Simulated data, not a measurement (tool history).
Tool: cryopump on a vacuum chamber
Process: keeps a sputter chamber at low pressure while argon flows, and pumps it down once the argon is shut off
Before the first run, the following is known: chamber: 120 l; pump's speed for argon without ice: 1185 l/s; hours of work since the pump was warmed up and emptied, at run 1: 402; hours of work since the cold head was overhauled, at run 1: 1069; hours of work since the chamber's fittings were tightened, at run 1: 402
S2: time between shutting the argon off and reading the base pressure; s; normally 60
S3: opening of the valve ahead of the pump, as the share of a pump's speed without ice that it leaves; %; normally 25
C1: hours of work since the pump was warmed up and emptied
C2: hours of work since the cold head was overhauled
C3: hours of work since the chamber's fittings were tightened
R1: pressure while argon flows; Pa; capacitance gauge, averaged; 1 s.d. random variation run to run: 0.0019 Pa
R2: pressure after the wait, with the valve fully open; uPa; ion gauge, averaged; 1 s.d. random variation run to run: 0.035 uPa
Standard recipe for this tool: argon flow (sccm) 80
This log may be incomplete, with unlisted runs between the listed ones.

{"run": 1, "day": 0.0, "argon flow (sccm)": 80, "S2": 60, "S3": 25, "C1": 402, "C2": 1069, "C3": 402, "R1": 0.4887, "R2": 2.54}
{"run": 2, "day": 1.717, "argon flow (sccm)": 80, "S2": 60, "S3": 25, "C1": 427, "C2": 1095, "C3": 427, "R1": 0.4861, "R2": 2.59}
{"run": 3, "day": 2.871, "argon flow (sccm)": 57, "S2": 60, "S3": 25, "C1": 444, "C2": 1112, "C3": 444, "R1": 0.3504, "R2": 2.61}
{"run": 4, "day": 4.808, "argon flow (sccm)": 57, "S2": 60, "S3": 25, "C1": 473, "C2": 1140, "C3": 473, "R1": 0.3522, "R2": 2.75}
{"run": 5, "day": 6.921, "argon flow (sccm)": 37, "S2": 60, "S3": 25, "C1": 504, "C2": 1172, "C3": 504, "R1": 0.2304, "R2": 2.71}
{"run": 6, "day": 8.271, "argon flow (sccm)": 37, "S2": 60, "S3": 25, "C1": 524, "C2": 1191, "C3": 524, "R1": 0.2319, "R2": 2.81}
{"run": 7, "day": 10.288, "argon flow (sccm)": 37, "S2": 60, "S3": 25, "C1": 554, "C2": 1221, "C3": 554, "R1": 0.2332, "R2": 2.83}
{"run": 8, "day": 12.404, "argon flow (sccm)": 37, "S2": 57, "S3": 25, "C1": 585, "C2": 1253, "C3": 585, "R1": 0.2362, "R2": 3.1}
{"run": 9, "day": 14.6, "argon flow (sccm)": 155, "S2": 60, "S3": 25, "C1": 618, "C2": 1285, "C3": 618, "R1": 0.9883, "R2": 3.09}
{"run": 10, "day": 15.983, "argon flow (sccm)": 99, "S2": 247, "S3": 46, "C1": 638, "C2": 1306, "C3": 638, "R1": 0.3786, "R2": 1.81}
{"day": 17.288, "done": "pump warmed up, emptied and cooled again"}
{"run": 11, "day": 18.633, "argon flow (sccm)": 99, "S2": 226, "S3": 20, "C1": 20, "C2": 1342, "C3": 674, "R1": 0.7103, "R2": 1.46}
{"run": 12, "day": 21.133, "argon flow (sccm)": 99, "S2": 226, "S3": 20, "C1": 57, "C2": 1379, "C3": 711, "R1": 0.7137, "R2": 1.58}

Measured result minus the same run's result without the hidden state. Both carry the same run-to-run variation, though not necessarily the same gauge scatter:
Hidden state at play: pump's speed, % of a pump's without ice; cold plate's temperature, K; leak into the chamber, uPa l/s; drift of the gauge itself on working_pa, %; drift of the gauge itself on base_upa, %.
run=1 R1=+0.0318 R2=+0.63
run=2 R1=+0.0338 R2=+0.68
run=3 R1=+0.0255 R2=+0.71
run=4 R1=+0.0275 R2=+0.78
run=5 R1=+0.0194 R2=+0.83
run=6 R1=+0.0204 R2=+0.87
run=7 R1=+0.0221 R2=+0.94
run=8 R1=+0.0237 R2=+1.02
run=9 R1=+0.1066 R2=+1.12
run=10 R1=+0.0715 R2=+1.14
run=11 R1=+0.0049 R2=+0.75
run=12 R1=+0.0079 R2=+0.84
